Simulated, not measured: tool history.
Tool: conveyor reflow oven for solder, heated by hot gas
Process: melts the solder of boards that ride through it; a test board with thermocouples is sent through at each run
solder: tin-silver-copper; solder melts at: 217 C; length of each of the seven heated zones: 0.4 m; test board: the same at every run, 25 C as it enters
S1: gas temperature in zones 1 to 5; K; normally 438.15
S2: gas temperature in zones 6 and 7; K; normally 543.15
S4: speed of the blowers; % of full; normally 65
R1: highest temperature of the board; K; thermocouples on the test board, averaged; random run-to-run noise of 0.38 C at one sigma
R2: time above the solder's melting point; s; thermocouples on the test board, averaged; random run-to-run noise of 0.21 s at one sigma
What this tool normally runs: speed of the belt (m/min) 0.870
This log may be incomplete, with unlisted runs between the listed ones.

{"run": 1, "hour": 0.0, "S1": 438.15, "S2": 543.15, "speed of the belt (m/min)": 0.87, "S4": 65, "R1": 527.45, "R2": 40.4}
{"run": 2, "hour": 22.8, "S1": 438.15, "S2": 543.15, "speed of the belt (m/min)": 0.87, "S4": 65, "R1": 526.55, "R2": 40.6}
{"run": 3, "hour": 46.2, "S1": 438.15, "S2": 543.15, "speed of the belt (m/min)": 0.87, "S4": 65, "R1": 526.05, "R2": 40.2}
{"run": 4, "hour": 69.8, "S1": 438.15, "S2": 557.15, "speed of the belt (m/min)": 0.87, "S4": 65, "R1": 538.35, "R2": 45.7}
{"run": 5, "hour": 105.6, "S1": 438.15, "S2": 557.15, "speed of the belt (m/min)": 0.87, "S4": 65, "R1": 539.15, "R2": 45.7}
{"run": 6, "hour": 153.9, "S1": 438.15, "S2": 557.15, "speed of the belt (m/min)": 0.87, "S4": 65, "R1": 538.65, "R2": 45.1}
{"run": 7, "hour": 178.4, "S1": 438.15, "S2": 557.15, "speed of the belt (m/min)": 0.87, "S4": 65, "R1": 537.95, "R2": 45.2}
{"hour": 228.8, "done": "flux residue cleaned out of gas plates and filters"}
{"run": 8, "hour": 228.8, "S1": 438.15, "S2": 557.15, "speed of the belt (m/min)": 0.87, "S4": 65, "R1": 539.35, "R2": 45.8}
{"run": 9, "hour": 251.6, "S1": 438.15, "S2": 557.15, "speed of the belt (m/min)": 0.87, "S4": 65, "R1": 538.55, "R2": 45.8}
{"run": 10, "hour": 296.1, "S1": 440.15, "S2": 543.15, "speed of the belt (m/min)": 0.87, "S4": 65, "R1": 526.55, "R2": 40.8}
{"run": 11, "hour": 331.9, "S1": 440.15, "S2": 543.15, "speed of the belt (m/min)": 0.87, "S4": 65, "R1": 526.15, "R2": 40.9}
{"run": 12, "hour": 364.6, "S1": 440.15, "S2": 543.15, "speed of the belt (m/min)": 0.87, "S4": 65, "R1": 525.95, "R2": 40.6}
{"run": 13, "hour": 411.5, "S1": 438.15, "S2": 543.15, "speed of the belt (m/min)": 0.87, "S4": 65, "R1": 524.65, "R2": 39.5}
{"run": 14, "hour": 441.2, "S1": 442.15, "S2": 543.15, "speed of the belt (m/min)": 0.87, "S4": 65, "R1": 525.35, "R2": 40.7}
{"hour": 457.5, "done": "flux residue cleaned out of gas plates and filters"}
{"run": 15, "hour": 481.0, "S1": 438.15, "S2": 543.15, "speed of the belt (m/min)": 0.838, "S4": 65, "R1": 526.95, "R2": 42.9}
{"run": 16, "hour": 501.3, "S1": 438.15, "S2": 543.15, "speed of the belt (m/min)": 0.838, "S4": 65, "R1": 527.55, "R2": 42.8}
{"run": 17, "hour": 532.6, "S1": 438.15, "S2": 543.15, "speed of the belt (m/min)": 0.833, "S4": 65, "R1": 526.75, "R2": 43.3}
{"run": 18, "hour": 565.0, "S1": 453.15, "S2": 557.15, "speed of the belt (m/min)": 0.87, "S4": 58, "R1": 537.95, "R2": 49.5}
{"run": 19, "hour": 590.9, "S1": 438.15, "S2": 543.15, "speed of the belt (m/min)": 0.896, "S4": 77, "R1": 527.85, "R2": 40.2}
{"hour": 618.3, "done": "thermocouples of zones 6 and 7 changed"}
{"run": 20, "hour": 618.9, "S1": 438.15, "S2": 531.15, "speed of the belt (m/min)": 0.812, "S4": 84, "R1": 521.85, "R2": 43.1}
{"run": 21, "hour": 647.0, "S1": 443.15, "S2": 550.15, "speed of the belt (m/min)": 0.87, "S4": 57, "R1": 531.75, "R2": 43.6}
{"run": 22, "hour": 668.8, "S1": 443.15, "S2": 550.15, "speed of the belt (m/min)": 0.87, "S4": 57, "R1": 531.15, "R2": 43.6}
{"hour": 687.4, "done": "flux residue cleaned out of gas plates and filters"}
{"run": 23, "hour": 704.3, "S1": 438.15, "S2": 542.15, "speed of the belt (m/min)": 0.972, "S4": 65, "R1": 523.35, "R2": 34.0}
{"run": 24, "hour": 742.9, "S1": 437.15, "S2": 543.15, "speed of the belt (m/min)": 0.964, "S4": 65, "R1": 523.65, "R2": 34.5}
{"run": 25, "hour": 765.3, "S1": 447.15, "S2": 532.15, "speed of the belt (m/min)": 0.732, "S4": 70, "R1": 524.65, "R2": 51.5}
{"run": 26, "hour": 788.8, "S1": 447.15, "S2": 532.15, "speed of the belt (m/min)": 0.732, "S4": 70, "R1": 524.65, "R2": 51.8}
{"run": 27, "hour": 832.4, "S1": 438.15, "S2": 541.15, "speed of the belt (m/min)": 0.87, "S4": 82, "R1": 529.65, "R2": 42.6}
{"run": 28, "hour": 862.5, "S1": 438.15, "S2": 541.15, "speed of the belt (m/min)": 0.84, "S4": 82, "R1": 529.95, "R2": 45.0}
{"run": 29, "hour": 894.2, "S1": 442.15, "S2": 541.15, "speed of the belt (m/min)": 0.84, "S4": 55, "R1": 523.75, "R2": 41.1}
{"hour": 916.2, "done": "flux residue cleaned out of gas plates and filters"}
{"run": 30, "hour": 925.5, "S1": 438.15, "S2": 534.15, "speed of the belt (m/min)": 0.87, "S4": 65, "R1": 519.95, "R2": 37.2}

Here are 4 independent what-if runs from the current tool condition. What would each one return?
{"run": "A", "hour": 955.2, "S1": 438.15, "S2": 534.15, "speed of the belt (m/min)": 0.715, "S4": 57, "R1": "?", "R2": "?"}
{"run": "B", "hour": 955.2, "S1": 438.15, "S2": 543.15, "speed of the belt (m/min)": 0.87, "S4": 60, "R1": "?", "R2": "?"}
{"run": "C", "hour": 955.2, "S1": 436.15, "S2": 544.15, "speed of the belt (m/min)": 0.755, "S4": 65, "R1": "?", "R2": "?"}
{"run": "D", "hour": 955.2, "S1": 447.15, "S2": 543.15, "speed of the belt (m/min)": 0.726, "S4": 59, "R1": "?", "R2": "?"}

run=A R1=522.45 R2=48.7
run=B R1=525.75 R2=40.1
run=C R1=531.85 R2=50.8
run=D R1=533.05 R2=55.3
Had the tool no hidden state, the same runs would have come out as:
run=A R1=522.25 R2=47.4
run=B R1=525.45 R2=39.0
run=C R1=531.65 R2=49.5
run=D R1=532.75 R2=53.9
